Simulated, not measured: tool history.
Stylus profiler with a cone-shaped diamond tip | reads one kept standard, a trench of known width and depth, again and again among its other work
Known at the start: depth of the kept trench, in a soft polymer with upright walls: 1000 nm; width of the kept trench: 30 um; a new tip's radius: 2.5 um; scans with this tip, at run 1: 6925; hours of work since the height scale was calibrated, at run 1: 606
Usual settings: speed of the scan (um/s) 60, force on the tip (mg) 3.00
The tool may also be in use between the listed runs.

run   hour  speed of the scan (um/s)  force on the tip (mg)  scans with this tip  hours of work since the height scale was calibrated  depth of the trench (Å)  width of the trench's floor (nm)
  1    0.0                        60                   3.00                 6925                                                  606                  10152.3                             25170
  2   25.3                        60                   3.00                 7068                                                  618                  10149.9                             25190
  3   54.5                        60                   3.00                 7232                                                  633                  10152.2                             25100
  4   70.1                        60                   3.00                 7320                                                  640                  10150.1                             25140
  5   98.5                        60                   3.00                 7479                                                  654                  10150.6                             25090
  6  130.4                        60                   3.00                 7659                                                  670                  10153.8                             25110
  7  145.6                        60                   3.00                 7744                                                  677                  10151.9                             25100
  8  164.3                        60                   3.00                 7850                                                  687                  10151.2                             25080
  9  194.3                        60                   8.75                 8018                                                  701                  10292.6                             25210
 10  221.0                        60                   3.00                 8169                                                  715                  10151.4                             25040
 11  246.0                        60                   3.00                 8310                                                  727                  10154.6                             25050
 12  262.1                        60                   2.46                 8400                                                  735                  10134.5                             25050
 13  285.0                        60                   2.46                 8529                                                  746                  10139.2                             24980
 14  300.6                        60                   2.46                 8617                                                  754                  10139.7                             25050
 15  316.7                        60                   2.46                 8707                                                  762                  10137.4                             24940
 16  344.9                        80                   7.35                 8866                                                  776                  10266.4                             25050
 17  375.6                        71                   6.77                 9038                                                  791                  10256.6                             25060
 18  391.7                       153                   6.82                 9130                                                  799                  10250.2                             24750
 19  422.4                       238                   6.10                 9302                                                  814                  10237.7                             24460
 20  450.4                        87                   1.07                 9460                                                  827                  10088.1                             24570
 21  471.6                       204                   3.00                 9579                                                  838                  10154.9                             24260
     473.7  -- height scale calibrated on a step standard
 22  500.9                       202                   8.39                 9741                                                   13                  10295.6                             24640
 23  523.7                       110                   2.64                 9869                                                   25                  10146.0                             24650
 24  547.4                        65                   1.66                10003                                                   36                  10116.4                             24780
 25  572.8                        65                   1.66                10145                                                   49                  10118.9                             24800
 26  594.7                        51                   2.65                10269                                                   60                  10151.0                             24930
 27  610.6                       234                   6.67                10358                                                   67                  10259.5                             24440
     616.2  -- height scale calibrated on a step standard, once more
 28  641.5                        20                   2.01                10529                                                   12                  10098.4                             25040
 29  661.2                        54                   8.53                10640                                                   22                  10267.7                             24980
 30  674.5                        54                   8.53                10715                                                   29                  10269.9                             24990

4 ways to go on from here, each from the tool as it stands after run 30. What would each give?
  A  693.8                       130                   3.36                10824                                                   38                        ?                                 ?
  B  693.8                       197                   1.24                10824                                                   38                        ?                                 ?
  C  693.8                        29                   1.84                10824                                                   38                        ?                                 ?
  D  693.8                        20                   1.27                10824                                                   38                        ?                                 ?

run  depth of the trench (Å)  width of the trench's floor (nm)
  A                  10144.5                             24480
  B                  10074.8                             23660
  C                  10095.7                             24970
  D                  10072.6                             24940
Without the tool's hidden state the same runs would have given:
run  depth of the trench (Å)  width of the trench's floor (nm)
  A                  10145.4                             25330
  B                  10075.7                             24520
  C                  10096.6                             25820
  D                  10073.5                             25790
